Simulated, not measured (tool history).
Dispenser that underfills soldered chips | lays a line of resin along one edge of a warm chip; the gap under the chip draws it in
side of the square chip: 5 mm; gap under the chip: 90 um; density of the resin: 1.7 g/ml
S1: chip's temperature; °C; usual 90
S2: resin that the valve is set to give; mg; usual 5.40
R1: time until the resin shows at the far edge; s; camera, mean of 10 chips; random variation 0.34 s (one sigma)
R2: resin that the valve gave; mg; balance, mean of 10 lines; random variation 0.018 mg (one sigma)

run 1 hour=0.0 | S1=90 S2=5.40 | R1=34.6 R2=5.14
-- hour=2.8 new syringe of resin
run 2 hour=8.4 | S1=90 S2=5.40 | R1=24.2 R2=5.09
-- hour=10.1 dispensing valve cleaned and set on the balance
run 3 hour=17.1 | S1=90 S2=5.40 | R1=35.1 R2=5.37
-- hour=19.6 new syringe of resin
run 4 hour=26.3 | S1=90 S2=5.40 | R1=24.4 R2=5.36
-- hour=35.4 new syringe of resin
run 5 hour=36.3 | S1=90 S2=5.40 | R1=18.1 R2=5.34
run 6 hour=41.5 | S1=90 S2=5.40 | R1=23.4 R2=5.30
-- hour=51.4 new syringe of resin
run 7 hour=51.5 | S1=78 S2=5.40 | R1=31.0 R2=5.26
run 8 hour=59.2 | S1=90 S2=5.40 | R1=26.2 R2=5.25
-- hour=67.3 new syringe of resin
run 9 hour=67.9 | S1=90 S2=5.40 | R1=17.7 R2=5.20
run 10 hour=75.1 | S1=90 S2=4.92 | R1=27.1 R2=4.72
-- hour=83.2 new syringe of resin
run 11 hour=85.6 | S1=90 S2=4.92 | R1=19.2 R2=4.72
-- hour=96.7 dispensing valve cleaned and set on the balance
run 12 hour=97.5 | S1=90 S2=6.16 | R1=34.0 R2=6.14
-- hour=100.2 new syringe of resin
run 13 hour=108.5 | S1=90 S2=6.16 | R1=25.6 R2=6.09
-- hour=115.9 new syringe of resin
run 14 hour=119.2 | S1=90 S2=6.45 | R1=19.1 R2=6.38
run 15 hour=124.3 | S1=91 S2=6.74 | R1=23.9 R2=6.61
-- hour=132.0 new syringe of resin
run 16 hour=132.6 | S1=91 S2=6.74 | R1=15.8 R2=6.60
run 17 hour=141.4 | S1=100 S2=4.91 | R1=17.8 R2=4.76
-- hour=148.1 new syringe of resin
run 18 hour=152.7 | S1=99 S2=4.91 | R1=14.6 R2=4.76
run 19 hour=157.6 | S1=99 S2=4.91 | R1=18.3 R2=4.71
-- hour=164.1 new syringe of resin
run 20 hour=165.4 | S1=81 S2=5.67 | R1=28.2 R2=5.41
run 21 hour=174.2 | S1=81 S2=5.67 | R1=45.5 R2=5.40
-- hour=180.3 new syringe of resin
run 22 hour=180.9 | S1=83 S2=6.15 | R1=24.2 R2=5.84
-- hour=183.1 dispensing valve cleaned and set on the balance
run 23 hour=188.1 | S1=83 S2=6.15 | R1=33.5 R2=6.12
-- hour=197.1 new syringe of resin
run 24 hour=199.3 | S1=99 S2=5.51 | R1=12.2 R2=5.47
run 25 hour=205.9 | S1=99 S2=5.51 | R1=17.5 R2=5.42
-- hour=212.6 new syringe of resin
run 26 hour=212.6 | S1=78 S2=6.47 | R1=29.5 R2=6.34
run 27 hour=223.1 | S1=76 S2=5.54 | R1=59.4 R2=5.42

5 ways to go on from here, each from the tool as it stands after run 27. What would each give?
-- hour=228.6 new syringe of resin
run A hour=234.4 | S1=80 S2=5.30 | R1=? R2=?
-- hour=228.6 new syringe of resin
run B hour=234.4 | S1=90 S2=6.33 | R1=? R2=?
-- hour=228.6 new syringe of resin
run C hour=234.4 | S1=76 S2=6.34 | R1=? R2=?
-- hour=228.6 new syringe of resin
run D hour=234.4 | S1=82 S2=5.40 | R1=? R2=?
-- hour=228.6 new syringe of resin
run E hour=234.4 | S1=76 S2=6.93 | R1=? R2=?

run=A R1=37.4 R2=5.15
run=B R1=21.9 R2=6.12
run=C R1=44.3 R2=6.13
run=D R1=34.2 R2=5.21
run=E R1=44.1 R2=6.73
Without the tool's hidden state the same runs would have given:
run=A R1=28.0 R2=5.32
run=B R1=16.4 R2=6.32
run=C R1=33.3 R2=6.33
run=D R1=25.6 R2=5.37
run=E R1=33.2 R2=6.95

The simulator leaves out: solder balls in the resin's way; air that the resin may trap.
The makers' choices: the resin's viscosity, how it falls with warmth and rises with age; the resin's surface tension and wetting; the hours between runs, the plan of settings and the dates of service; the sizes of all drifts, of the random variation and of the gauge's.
